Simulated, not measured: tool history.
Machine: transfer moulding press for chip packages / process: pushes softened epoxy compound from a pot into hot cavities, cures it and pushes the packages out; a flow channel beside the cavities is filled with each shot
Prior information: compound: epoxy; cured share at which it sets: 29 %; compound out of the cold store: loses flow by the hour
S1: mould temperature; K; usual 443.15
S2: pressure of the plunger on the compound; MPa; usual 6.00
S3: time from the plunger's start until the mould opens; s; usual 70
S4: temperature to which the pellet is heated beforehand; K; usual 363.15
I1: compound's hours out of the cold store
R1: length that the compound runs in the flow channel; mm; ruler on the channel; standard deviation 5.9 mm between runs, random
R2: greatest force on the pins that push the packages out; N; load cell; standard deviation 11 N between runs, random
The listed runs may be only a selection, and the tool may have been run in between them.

run,hour,S1,S2,S3,S4,I1,R1,R2
1,0.0,443.15,6.00,70,363.15,43.9,589,608
# hour 6.9: mould's thermocouples calibrated
# hour 8.4: cavities cleaned with cleaning compound and waxed
# hour 50.9: cavities cleaned with cleaning compound and waxed
2,69.8,443.15,6.00,70,363.15,37.3,610,590
# hour 98.4: cavities cleaned with cleaning compound and waxed
3,110.6,443.15,6.00,70,363.15,44.8,584,536
# hour 143.5: cavities cleaned with cleaning compound and waxed
4,152.2,443.15,6.00,70,363.15,31.2,594,535
# hour 190.4: cavities cleaned with cleaning compound and waxed
5,193.8,443.15,6.00,70,363.15,47.5,578,494
6,221.5,443.15,6.00,53,363.15,43.4,575,1152
# hour 234.8: cavities cleaned with cleaning compound and waxed
7,258.6,443.15,6.00,53,363.15,35.0,580,1204
# hour 277.5: cavities cleaned with cleaning compound and waxed
8,286.5,443.15,6.00,70,363.15,20.8,630,556
# hour 321.3: cavities cleaned with cleaning compound and waxed
9,337.0,443.15,5.54,70,363.15,16.0,592,562
# hour 367.9: cavities cleaned with cleaning compound and waxed
# hour 376.2: plunger's sealing rings changed
10,391.6,440.15,6.00,70,363.15,40.6,614,637
# hour 412.8: cavities cleaned with cleaning compound and waxed
# hour 459.4: cavities cleaned with cleaning compound and waxed
11,459.4,443.15,6.00,70,362.15,34.8,612,506
# hour 502.7: cavities cleaned with cleaning compound and waxed
12,502.7,443.15,6.00,70,362.15,46.0,582,475
# hour 547.5: cavities cleaned with cleaning compound and waxed
13,566.1,443.15,6.00,70,363.15,43.2,580,559
# hour 591.6: cavities cleaned with cleaning compound and waxed
14,598.5,443.15,6.00,70,363.15,38.5,596,513
# hour 635.5: cavities cleaned with cleaning compound and waxed
15,642.9,442.15,6.02,87,364.15,15.0,635,422
# hour 678.5: cavities cleaned with cleaning compound and waxed
16,702.9,447.15,5.12,87,364.15,40.7,517,446
# hour 724.8: cavities cleaned with cleaning compound and waxed
17,740.4,447.15,5.12,87,364.15,25.4,552,413
# hour 765.5: plunger's sealing rings changed
# hour 771.7: cavities cleaned with cleaning compound and waxed
18,798.7,437.15,6.17,107,356.15,27.5,642,453
# hour 817.0: cavities cleaned with cleaning compound and waxed
19,855.7,449.15,6.00,83,358.15,43.2,584,448
# hour 862.4: cavities cleaned with cleaning compound and waxed
20,887.7,449.15,6.00,83,358.15,24.8,615,431
# hour 908.2: cavities cleaned with cleaning compound and waxed
21,923.3,443.15,4.99,70,372.15,25.8,561,518
# hour 953.4: cavities cleaned with cleaning compound and waxed
22,965.7,443.15,4.99,70,372.15,44.5,524,490
23,991.9,444.15,5.63,67,369.15,9.7,630,625
# hour 996.2: cavities cleaned with cleaning compound and waxed
24,1025.1,444.15,5.63,60,369.15,29.7,575,765
# hour 1040.9: cavities cleaned with cleaning compound and waxed
# hour 1085.0: cavities cleaned with cleaning compound and waxed
25,1085.0,443.15,6.00,70,372.15,12.4,632,467
# hour 1128.2: cavities cleaned with cleaning compound and waxed
26,1133.7,443.15,6.00,70,372.15,38.5,563,477

Branching from run 26: 3 alternative next runs. What would each branch give?
# hour 1155.3: plunger's sealing rings changed
# hour 1174.5: cavities cleaned with cleaning compound and waxed
A,1187.4,445.15,6.00,73,362.15,42.6,?,?
# hour 1155.3: plunger's sealing rings changed
# hour 1174.5: cavities cleaned with cleaning compound and waxed
B,1187.4,447.15,6.00,70,372.15,23.3,?,?
# hour 1155.3: plunger's sealing rings changed
# hour 1174.5: cavities cleaned with cleaning compound and waxed
C,1187.4,442.15,6.62,70,363.15,26.3,?,?

run,R1,R2
A,587,433
B,632,448
C,658,542
Without the tool's hidden state the same runs would have given:
run,R1,R2
A,593,403
B,639,416
C,665,524
